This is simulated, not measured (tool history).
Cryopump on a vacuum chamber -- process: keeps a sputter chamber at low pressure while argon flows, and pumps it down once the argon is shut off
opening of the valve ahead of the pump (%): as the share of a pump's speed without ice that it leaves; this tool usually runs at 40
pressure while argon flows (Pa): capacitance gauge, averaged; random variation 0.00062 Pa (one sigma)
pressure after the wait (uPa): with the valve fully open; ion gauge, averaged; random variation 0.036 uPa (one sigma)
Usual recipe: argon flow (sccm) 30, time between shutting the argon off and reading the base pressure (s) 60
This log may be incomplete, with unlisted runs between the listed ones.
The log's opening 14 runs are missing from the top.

run    hour  argon flow (sccm)  time between shutting the argon off and reading the base pressure (s)  opening of the valve ahead of the pump (%)  hours of work since the pump was warmed up and emptied  hours of work since the cold head was overhauled  hours of work since the chamber's fittings were tightened  pressure while argon flows (Pa)  pressure after the wait (uPa)
 15   426.6                 30                                                                     60                                          19                                                     172                                              1396                                                       2655                           0.1974                           2.46
 16   470.4                 30                                                                     60                                          30                                                     206                                              1430                                                       2689                           0.1280                           2.46
 17   515.1                 30                                                                     27                                          30                                                     241                                              1464                                                       2723                           0.1306                           4.71
 18   556.5                 23                                                                    240                                          58                                                     273                                              1497                                                       2756                           0.0544                           1.16
 19   583.6                 23                                                                    240                                          58                                                     294                                              1517                                                       2776                           0.0555                           1.16
 20   618.7                 30                                                                     58                                          32                                                     321                                              1545                                                       2804                           0.1244                           2.52
 21   652.9                 25                                                                     60                                          27                                                     347                                              1571                                                       2830                           0.1226                           2.48
 22   696.0                 16                                                                     41                                          40                                                     381                                              1604                                                       2863                           0.0551                           3.43
      719.8  -- leaking fittings of the chamber tightened, without venting
 23   724.8                 57                                                                     77                                          40                                                     401                                              1625                                                          4                           0.1984                           1.73
 24   765.3                 57                                                                     78                                          56                                                     433                                              1656                                                         35                           0.1486                           1.69
 25   809.5                 18                                                                    248                                          56                                                     467                                              1691                                                         69                           0.0477                           0.77
 26   846.1                 30                                                                     43                                          40                                                     495                                              1719                                                         98                           0.1074                           2.90
 27   871.9                 30                                                                     43                                          40                                                     515                                              1739                                                        118                           0.1081                           2.88
 28   914.3                 30                                                                     43                                          40                                                     548                                              1772                                                        150                           0.1100                           2.84
 29   936.5                 38                                                                    231                                          40                                                     565                                              1789                                                        168                           0.1403                           0.85
 30   964.8                 38                                                                     54                                          19                                                     587                                              1811                                                        190                           0.2691                           2.43
      979.2  -- pump warmed up, emptied and cooled again
 31  1009.0                 38                                                                     54                                          19                                                      23                                              1841                                                        220                           0.2482                           2.27
 32  1054.6                 38                                                                     54                                          19                                                      58                                              1876                                                        255                           0.2506                           2.31
 33  1077.0                 38                                                                     54                                          19                                                      76                                              1894                                                        272                           0.2481                           2.25

Forecast each of these 3 alternatives for the next run:
  A  1116.8                 38                                                                     79                                          19                                                     106                                              1924                                                        303                                ?                              ?
  B  1116.8                 53                                                                     54                                          19                                                     106                                              1924                                                        303                                ?                              ?
  C  1116.8                 28                                                                     55                                          21                                                     106                                              1924                                                        303                                ?                              ?

run  pressure while argon flows (Pa)  pressure after the wait (uPa)
  A                           0.2490                           1.65
  B                           0.3493                           2.35
  C                           0.1680                           2.21
With the hidden condition removed and each run's random variation left untouched, the same runs would have given:
run  pressure while argon flows (Pa)  pressure after the wait (uPa)
  A                           0.2449                           1.58
  B                           0.3436                           2.28
  C                           0.1650                           2.14
